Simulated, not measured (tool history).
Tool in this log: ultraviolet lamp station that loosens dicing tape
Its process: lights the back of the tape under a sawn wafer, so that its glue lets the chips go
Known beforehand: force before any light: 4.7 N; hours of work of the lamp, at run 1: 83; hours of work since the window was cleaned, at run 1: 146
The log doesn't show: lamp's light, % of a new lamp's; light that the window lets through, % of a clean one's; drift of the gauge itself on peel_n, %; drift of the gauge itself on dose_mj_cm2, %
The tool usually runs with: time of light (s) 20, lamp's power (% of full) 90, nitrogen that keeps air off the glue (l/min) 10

| run | hour | time of light (s) | lamp's power (% of full) | nitrogen that keeps air off the glue (l/min) | hours of work of the lamp | hours of work since the window was cleaned | force that peels the tape off (N) | light that reached the tape (J/m2) |
|---|---|---|---|---|---|---|---|---|
| 1 | 0 | 20 | 90 | 10 | 83 | 146 | 0.362 | 5770 |
| 2 | 10.5 | 20 | 90 | 10 | 90 | 153 | 0.37 | 5680 |
| 3 | 23.3 | 20 | 97 | 10 | 99 | 162 | 0.325 | 6090 |
| 4 | 31.3 | 20 | 97 | 10 | 104 | 167 | 0.327 | 6090 |
| 5 | 43.1 | 20 | 90 | 7 | 112 | 175 | 0.457 | 5620 |
| 6 | 56.5 | 20 | 90 | 7 | 121 | 183 | 0.465 | 5550 |
| 7 | 64.8 | 20 | 87 | 10 | 126 | 189 | 0.375 | 5380 |
| 8 | 73.4 | 20 | 87 | 10 | 132 | 195 | 0.404 | 5370 |
| 9 | 85.9 | 20 | 88 | 10 | 140 | 203 | 0.388 | 5400 |
| 10 | 93.7 | 20 | 88 | 10 | 145 | 208 | 0.403 | 5350 |
| 11 | 105.7 | 20 | 88 | 10 | 153 | 216 | 0.409 | 5320 |
| 12 | 115.8 | 23 | 88 | 10 | 160 | 223 | 0.334 | 6120 |
| 13 | 128.6 | 23 | 88 | 10 | 168 | 231 | 0.351 | 6100 |
| 14 | 135.6 | 23 | 88 | 10 | 173 | 236 | 0.333 | 6020 |
| 15 | 147.6 | 23 | 88 | 10 | 181 | 243 | 0.343 | 5960 |
| 16 | 159 | 20 | 90 | 10 | 188 | 251 | 0.397 | 5290 |
| 17 | 165.8 | 20 | 90 | 10 | 193 | 256 | 0.416 | 5260 |
| 18 | 175.8 | 15 | 90 | 10 | 199 | 262 | 0.667 | 3890 |
| 19 | 182.1 | 11 | 90 | 10 | 203 | 266 | 1.033 | 2880 |
| 20 | 190.1 | 11 | 90 | 10 | 209 | 272 | 0.995 | 2910 |
|  | 193.5 | window cleaned of glue's vapour |
| 21 | 199.3 | 11 | 90 | 10 | 214 | 4 | 0.891 | 3150 |
| 22 | 206.6 | 20 | 90 | 10 | 219 | 9 | 0.365 | 5670 |
| 23 | 213.2 | 15 | 95 | 5 | 224 | 13 | 0.785 | 4560 |
| 24 | 222.9 | 27 | 64 | 5 | 230 | 19 | 0.587 | 5450 |
| 25 | 232.2 | 27 | 64 | 6 | 236 | 25 | 0.545 | 5360 |
| 26 | 244 | 27 | 64 | 6 | 244 | 33 | 0.558 | 5390 |
| 27 | 250.4 | 27 | 64 | 6 | 248 | 38 | 0.552 | 5360 |
| 28 | 257.1 | 22 | 95 | 3 | 253 | 42 | 0.63 | 6420 |
| 29 | 266 | 22 | 95 | 3 | 258 | 48 | 0.63 | 6480 |
| 30 | 279.1 | 22 | 95 | 3 | 267 | 56 | 0.643 | 6430 |
| 31 | 291.8 | 12 | 83 | 4 | 275 | 65 | 1.487 | 2940 |
| 32 | 304.2 | 20 | 90 | 8 | 284 | 73 | 0.454 | 5330 |
| 33 | 314.9 | 15 | 73 | 5 | 291 | 80 | 1.2 | 3250 |
| 34 | 324.7 | 15 | 73 | 5 | 297 | 87 | 1.163 | 3250 |
| 35 | 334.9 | 13 | 64 | 11 | 304 | 93 | 1.22 | 2500 |
| 36 | 343.9 | 13 | 64 | 11 | 310 | 99 | 1.16 | 2470 |
| 37 | 354.8 | 30 | 90 | 10 | 317 | 106 | 0.253 | 7920 |
| 38 | 362.9 | 30 | 90 | 10 | 322 | 112 | 0.255 | 8010 |
| 39 | 368.9 | 20 | 82 | 10 | 326 | 116 | 0.476 | 4770 |
| 40 | 380.7 | 15 | 90 | 15 | 334 | 123 | 0.526 | 3870 |
| 41 | 386.6 | 15 | 90 | 15 | 338 | 127 | 0.544 | 3860 |
| 42 | 395 | 15 | 90 | 15 | 343 | 133 | 0.516 | 3870 |
| 43 | 404 | 20 | 99 | 4 | 349 | 139 | 0.63 | 5680 |
| 44 | 412.6 | 25 | 74 | 9 | 355 | 144 | 0.417 | 5290 |

Predict each of these 3 candidate next runs independently; none follows another, all start after run 44:
| A | 423.7 | 13 | 97 | 10 | 362 | 152 | ? | ? |
| B | 423.7 | 25 | 74 | 11 | 362 | 152 | ? | ? |
| C | 423.7 | 14 | 65 | 8 | 362 | 152 | ? | ? |

| run | force that peels the tape off (N) | light that reached the tape (J/m2) |
|---|---|---|
| A | 0.735 | 3570 |
| B | 0.388 | 5190 |
| C | 1.339 | 2610 |
Without the tool's unlogged condition, the same runs would have read:
| run | force that peels the tape off (N) | light that reached the tape (J/m2) |
|---|---|---|
| A | 0.523 | 4430 |
| B | 0.29 | 6440 |
| C | 1.018 | 3230 |
